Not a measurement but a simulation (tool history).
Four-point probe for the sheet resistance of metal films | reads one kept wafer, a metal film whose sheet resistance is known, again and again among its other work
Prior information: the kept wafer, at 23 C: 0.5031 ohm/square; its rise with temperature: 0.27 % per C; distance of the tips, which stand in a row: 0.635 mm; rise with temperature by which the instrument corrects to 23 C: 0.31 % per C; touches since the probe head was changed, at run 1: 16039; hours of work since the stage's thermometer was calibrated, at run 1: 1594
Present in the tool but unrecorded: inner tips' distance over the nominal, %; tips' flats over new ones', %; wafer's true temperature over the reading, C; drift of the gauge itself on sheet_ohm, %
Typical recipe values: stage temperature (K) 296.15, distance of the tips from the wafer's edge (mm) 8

| run | hour | stage temperature (K) | distance of the tips from the wafer's edge (mm) | touches since the probe head was changed | hours of work since the stage's thermometer was calibrated | sheet resistance as the instrument gives it (ohm/square) |
|---|---|---|---|---|---|---|
| 1 | 0.0 | 296.15 | 8 | 16039 | 1594 | 0.504345 |
| 2 | 23.9 | 296.15 | 8 | 16591 | 1609 | 0.504353 |
| 3 | 42.5 | 296.15 | 8 | 17019 | 1621 | 0.504411 |
| 4 | 64.3 | 296.15 | 8 | 17524 | 1635 | 0.504445 |
| 5 | 100.6 | 296.15 | 8 | 18363 | 1658 | 0.504463 |
| 6 | 126.6 | 296.15 | 11 | 18963 | 1674 | 0.503491 |
| 7 | 164.1 | 296.15 | 11 | 19829 | 1698 | 0.503297 |
| 8 | 196.0 | 296.15 | 11 | 20566 | 1718 | 0.503461 |
| 9 | 231.1 | 296.15 | 11 | 21376 | 1741 | 0.503544 |
| 10 | 263.2 | 296.15 | 11 | 22118 | 1761 | 0.503522 |
| 11 | 285.5 | 296.15 | 65 | 22634 | 1775 | 0.502555 |
| 12 | 306.7 | 296.15 | 65 | 23124 | 1789 | 0.502642 |
| 13 | 326.8 | 296.15 | 8 | 23587 | 1801 | 0.504237 |
| 14 | 358.6 | 296.15 | 8 | 24321 | 1821 | 0.504334 |
| 15 | 377.9 | 296.15 | 8 | 24767 | 1834 | 0.504290 |
| 16 | 417.6 | 300.15 | 8 | 25684 | 1859 | 0.503342 |
| 17 | 442.5 | 300.15 | 8 | 26260 | 1875 | 0.503460 |
| 18 | 478.5 | 294.15 | 8 | 27091 | 1898 | 0.504659 |
| 19 | 518.8 | 294.15 | 8 | 28023 | 1923 | 0.504583 |
| 20 | 557.0 | 294.15 | 8 | 28904 | 1947 | 0.504557 |
| 21 | 580.7 | 294.15 | 8 | 29453 | 1962 | 0.504626 |
| 22 | 616.8 | 294.15 | 8 | 30286 | 1985 | 0.504662 |
| 23 | 652.1 | 294.15 | 8 | 31100 | 2008 | 0.504558 |
| 24 | 672.6 | 293.15 | 24 | 31574 | 2021 | 0.503320 |
| 25 | 704.9 | 300.15 | 15 | 32322 | 2041 | 0.502247 |
| 26 | 742.1 | 299.15 | 4 | 33180 | 2065 | 0.508632 |
| 27 | 771.8 | 296.15 | 8 | 33865 | 2084 | 0.504305 |
|  | 774.9 | stage's thermometer calibrated |
| 28 | 807.4 | 294.15 | 8 | 34676 | 21 | 0.504963 |
| 29 | 831.3 | 294.15 | 38 | 35229 | 36 | 0.503267 |
| 30 | 869.4 | 292.15 | 36 | 36110 | 60 | 0.503712 |
| 31 | 889.3 | 295.15 | 12 | 36568 | 73 | 0.503759 |
| 32 | 920.1 | 294.15 | 8 | 37279 | 92 | 0.504923 |
|  | 933.0 | stage's thermometer calibrated, once more |
| 33 | 951.7 | 300.15 | 27 | 37998 | 12 | 0.500863 |
| 34 | 992.7 | 298.15 | 8 | 38944 | 38 | 0.502792 |
| 35 | 1010.0 | 298.15 | 11 | 39346 | 49 | 0.502018 |
| 36 | 1031.9 | 298.15 | 11 | 39850 | 63 | 0.501900 |
| 37 | 1057.5 | 296.15 | 8 | 40441 | 79 | 0.503127 |
| 38 | 1085.8 | 296.15 | 7 | 41095 | 97 | 0.503611 |
| 39 | 1103.7 | 297.15 | 31 | 41509 | 108 | 0.501317 |
| 40 | 1122.6 | 302.15 | 13 | 41945 | 120 | 0.500938 |
| 41 | 1150.2 | 307.15 | 3 | 42584 | 138 | 0.511005 |
| 42 | 1173.2 | 301.15 | 8 | 43114 | 152 | 0.502148 |
| 43 | 1210.3 | 296.15 | 7 | 43971 | 176 | 0.503697 |
| 44 | 1245.0 | 303.15 | 4 | 44774 | 198 | 0.506790 |
| 45 | 1283.9 | 303.15 | 4 | 45672 | 223 | 0.506632 |

Same runs, no hidden state in the tool, same run-to-run variation:
| run | sheet resistance as the instrument gives it (ohm/square) |
|---|---|
| 1 | 0.504790 |
| 2 | 0.504807 |
| 3 | 0.504869 |
| 4 | 0.504911 |
| 5 | 0.504940 |
| 6 | 0.503975 |
| 7 | 0.503792 |
| 8 | 0.503968 |
| 9 | 0.504061 |
| 10 | 0.504048 |
| 11 | 0.503086 |
| 12 | 0.503178 |
| 13 | 0.504781 |
| 14 | 0.504888 |
| 15 | 0.504851 |
| 16 | 0.503922 |
| 17 | 0.504048 |
| 18 | 0.505245 |
| 19 | 0.505181 |
| 20 | 0.505166 |
| 21 | 0.505242 |
| 22 | 0.505289 |
| 23 | 0.505197 |
| 24 | 0.503961 |
| 25 | 0.502911 |
| 26 | 0.509314 |
| 27 | 0.504984 |
| 28 | 0.505215 |
| 29 | 0.503525 |
| 30 | 0.503977 |
| 31 | 0.504040 |
| 32 | 0.505211 |
| 33 | 0.502476 |
| 34 | 0.504422 |
| 35 | 0.503650 |
| 36 | 0.503539 |
| 37 | 0.504777 |
| 38 | 0.505272 |
| 39 | 0.502976 |
| 40 | 0.502603 |
| 41 | 0.512709 |
| 42 | 0.503831 |
| 43 | 0.505393 |
| 44 | 0.508508 |
| 45 | 0.508361 |
